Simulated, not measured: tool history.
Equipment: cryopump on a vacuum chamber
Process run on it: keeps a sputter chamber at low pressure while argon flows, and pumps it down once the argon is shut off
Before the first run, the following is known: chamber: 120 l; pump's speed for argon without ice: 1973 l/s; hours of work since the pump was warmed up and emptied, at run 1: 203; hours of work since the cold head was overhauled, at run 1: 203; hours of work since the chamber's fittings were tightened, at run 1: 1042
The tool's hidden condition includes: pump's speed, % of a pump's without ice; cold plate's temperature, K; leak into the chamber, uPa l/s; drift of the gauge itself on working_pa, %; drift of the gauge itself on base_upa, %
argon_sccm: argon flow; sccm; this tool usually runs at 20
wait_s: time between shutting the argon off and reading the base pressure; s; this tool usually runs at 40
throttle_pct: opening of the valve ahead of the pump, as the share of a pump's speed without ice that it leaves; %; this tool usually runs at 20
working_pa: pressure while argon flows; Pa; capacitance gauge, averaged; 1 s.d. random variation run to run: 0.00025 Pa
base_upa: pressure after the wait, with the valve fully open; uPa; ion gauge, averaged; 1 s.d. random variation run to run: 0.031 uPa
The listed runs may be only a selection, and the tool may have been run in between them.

run   hour  argon_sccm  wait_s  throttle_pct  hours of work since the pump was warmed up and emptied  hours of work since the cold head was overhauled  hours of work since the chamber's fittings were tightened  working_pa  base_upa
  1      0          20      40            20                                                     203                                               203                                                       1042      0.0865      2.74
  2   16.6          20      40            20                                                     213                                               213                                                       1053      0.0864      2.75
  3   28.2          20      74            20                                                     220                                               220                                                       1060      0.0867      2.17
  4   38.5          23      74            20                                                     227                                               227                                                       1067      0.0993      2.24
  5     46          40      40            20                                                     232                                               232                                                       1071      0.1737      2.83
  6   58.7          20      40            20                                                     240                                               240                                                       1079      0.0868       2.9
  7   74.9          20      40            20                                                     250                                               250                                                       1090      0.0871      2.85
  8   87.8          20      40            20                                                     258                                               258                                                       1098       0.087      2.86
  9  102.3          20      71            20                                                     267                                               267                                                       1107      0.0868      2.21
 10    110          20      71            20                                                     272                                               272                                                       1112      0.0869      2.21
 11  118.3          20      71            20                                                     278                                               278                                                       1117      0.0861      2.21
 12  127.3          20      40            20                                                     283                                               283                                                       1123      0.0871      2.88
 13  140.2          20      40            20                                                     291                                               291                                                       1131      0.0868      2.96
 14  156.6          20      99            20                                                     302                                               302                                                       1141      0.0867      1.95
 15  167.4          20      99            20                                                     309                                               309                                                       1148      0.0868      2.08
 16    177          23      40            20                                                     315                                               315                                                       1154      0.1001      2.95
 17  190.9          20      40            46                                                     324                                               324                                                       1163      0.0384      2.95
 18  204.9          14      40            20                                                     332                                               332                                                       1172      0.0607      2.97
 19  220.5          14      40            20                                                     342                                               342                                                       1182      0.0612      3.02
 20  236.2          12      99            20                                                     352                                               352                                                       1192      0.0522      2.13
 21  251.1          14      40            25                                                     362                                               362                                                       1201      0.0491      3.05
 22  259.3          14      40            25                                                     367                                               367                                                       1207      0.0487      2.99
 23  267.9          20     252            23                                                     372                                               372                                                       1212      0.0761       1.7
 24  283.3          26      25            20                                                     382                                               382                                                       1222      0.1131      3.84
 25  293.6          20     110            35                                                     389                                               389                                                       1228      0.0506      2.07
 26  304.6          20      82            30                                                     396                                               396                                                       1235      0.0588      2.32
 27  320.1          20      82            30                                                     405                                               405                                                       1245      0.0587      2.26
 28  329.1          13      23            31                                                     411                                               411                                                       1251       0.037      3.99
 29  343.7          15      23            31                                                     420                                               420                                                       1260      0.0428      4.11
 30  355.7          20      76            39                                                     428                                               428                                                       1268      0.0459      2.41
 31  370.4          22     128            17                                                     437                                               437                                                       1277      0.1124      2.09
 32  378.8          22     128            47                                                     443                                               443                                                       1282      0.0424       2.1
 33  394.5          22      35            47                                                     453                                               453                                                       1292      0.0421      3.32
 34  406.8          22      35            47                                                     460                                               460                                                       1300      0.0426      3.45

Branching from run 34: 3 alternative next runs. What would each branch give?
  A  423.8          20      52            20                                                     471                                               471                                                       1311           ?         ?
  B  423.8          38      25            20                                                     471                                               471                                                       1311           ?         ?
  C  423.8          20      89            56                                                     471                                               471                                                       1311           ?         ?

run  working_pa  base_upa
  A      0.0879       2.8
  B      0.1667         4
  C      0.0326      2.34
With no hidden state in the tool, these same runs would have given:
run  working_pa  base_upa
  A       0.086      1.26
  B      0.1631      2.47
  C      0.0307       0.8
